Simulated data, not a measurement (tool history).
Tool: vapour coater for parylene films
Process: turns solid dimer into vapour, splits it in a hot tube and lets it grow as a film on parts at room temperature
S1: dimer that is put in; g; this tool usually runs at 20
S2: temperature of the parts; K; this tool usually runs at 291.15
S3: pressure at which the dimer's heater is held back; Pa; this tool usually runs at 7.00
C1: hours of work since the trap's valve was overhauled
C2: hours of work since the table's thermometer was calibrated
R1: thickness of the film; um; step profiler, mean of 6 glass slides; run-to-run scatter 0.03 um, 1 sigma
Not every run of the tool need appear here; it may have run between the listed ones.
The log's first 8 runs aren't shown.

| run | hour | S1 | S2 | S3 | C1 | C2 | R1 |
|---|---|---|---|---|---|---|---|
| 9 | 93.3 | 23 | 293.15 | 7.00 | 325 | 534 | 2.72 |
| 10 | 103.1 | 23 | 293.15 | 7.00 | 331 | 540 | 2.68 |
| 11 | 113.8 | 23 | 293.15 | 7.00 | 338 | 547 | 2.68 |
| 12 | 126.0 | 20 | 292.15 | 7.00 | 347 | 555 | 2.48 |
| 13 | 136.3 | 20 | 292.15 | 7.00 | 353 | 562 | 2.43 |
| 14 | 150.6 | 20 | 292.15 | 9.32 | 363 | 572 | 2.36 |
| 15 | 160.4 | 20 | 292.15 | 9.32 | 370 | 579 | 2.31 |
| 16 | 177.8 | 20 | 292.15 | 9.32 | 381 | 590 | 2.37 |
| 17 | 188.7 | 20 | 292.15 | 9.32 | 389 | 598 | 2.32 |
| 18 | 197.7 | 20 | 292.15 | 9.32 | 395 | 604 | 2.35 |
| 19 | 208.4 | 14 | 300.15 | 7.00 | 402 | 611 | 1.18 |
| 20 | 217.5 | 34 | 300.15 | 3.28 | 408 | 617 | 2.99 |

For run 21, what comes out?
| 21 | 229.4 | 33 | 291.15 | 7.70 | 416 | 625 | ? |

For run 21 the tool returned R1 4.14 um.
The same run, on a tool lacking any hidden state, would have yielded R1 4.65 um.

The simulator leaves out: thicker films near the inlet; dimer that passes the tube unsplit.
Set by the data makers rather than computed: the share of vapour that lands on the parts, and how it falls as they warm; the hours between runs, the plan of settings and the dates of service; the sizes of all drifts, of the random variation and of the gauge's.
